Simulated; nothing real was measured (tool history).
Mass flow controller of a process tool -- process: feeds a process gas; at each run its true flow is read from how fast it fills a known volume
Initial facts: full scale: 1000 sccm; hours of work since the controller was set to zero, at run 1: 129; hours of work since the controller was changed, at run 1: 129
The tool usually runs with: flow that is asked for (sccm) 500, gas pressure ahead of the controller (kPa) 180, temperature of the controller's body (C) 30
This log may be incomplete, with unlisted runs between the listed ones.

| run | day | flow that is asked for (sccm) | gas pressure ahead of the controller (kPa) | temperature of the controller's body (C) | hours of work since the controller was set to zero | hours of work since the controller was changed | true flow (%) |
|---|---|---|---|---|---|---|---|
| 1 | 0 | 500 | 180 | 30 | 129 | 129 | 99.35 |
| 2 | 3.875 | 500 | 180 | 23 | 163 | 163 | 98.83 |
| 3 | 7.508 | 500 | 180 | 34 | 195 | 195 | 99.54 |
| 4 | 12.25 | 500 | 180 | 30 | 237 | 237 | 99.33 |
| 5 | 14.804 | 500 | 180 | 30 | 260 | 260 | 99.29 |
| 6 | 19.375 | 500 | 180 | 30 | 301 | 301 | 99.28 |
| 7 | 21.658 | 500 | 244 | 30 | 321 | 321 | 99.74 |
|  | 21.988 | controller's zero set anew |
| 8 | 25.717 | 500 | 180 | 30 | 33 | 357 | 99.31 |
| 9 | 30.867 | 500 | 180 | 30 | 79 | 402 | 99.36 |
|  | 31.617 | controller's zero set anew, once more |
| 10 | 33.838 | 500 | 180 | 30 | 20 | 428 | 99.25 |
| 11 | 37.004 | 500 | 180 | 30 | 48 | 456 | 99.34 |
| 12 | 39.538 | 458 | 204 | 39 | 70 | 479 | 99.92 |
| 13 | 41.946 | 500 | 180 | 37 | 91 | 500 | 99.81 |
| 14 | 45.358 | 231 | 239 | 39 | 122 | 530 | 99.85 |
| 15 | 47.75 | 659 | 197 | 23 | 143 | 552 | 99.25 |
| 16 | 50.083 | 618 | 256 | 33 | 164 | 572 | 100.24 |
| 17 | 53.958 | 474 | 180 | 31 | 198 | 606 | 99.37 |
| 18 | 56.246 | 500 | 180 | 32 | 218 | 627 | 99.44 |
| 19 | 61.279 | 500 | 180 | 32 | 263 | 671 | 99.41 |
| 20 | 66.612 | 243 | 234 | 23 | 310 | 719 | 98.89 |
| 21 | 70.375 | 500 | 180 | 34 | 343 | 752 | 99.59 |

Predict each of these 3 candidate next runs independently; none follows another, all start after run 21:
| A | 74.642 | 227 | 253 | 22 | 381 | 790 | ? |
| B | 74.642 | 500 | 211 | 33 | 381 | 790 | ? |
| C | 74.642 | 461 | 184 | 30 | 381 | 790 | ? |

| run | true flow (%) |
|---|---|
| A | 98.9 |
| B | 99.67 |
| C | 99.3 |
Without the tool's hidden state the same runs would have given:
| run | true flow (%) |
|---|---|
| A | 98.53 |
| B | 99.51 |
| C | 99.12 |

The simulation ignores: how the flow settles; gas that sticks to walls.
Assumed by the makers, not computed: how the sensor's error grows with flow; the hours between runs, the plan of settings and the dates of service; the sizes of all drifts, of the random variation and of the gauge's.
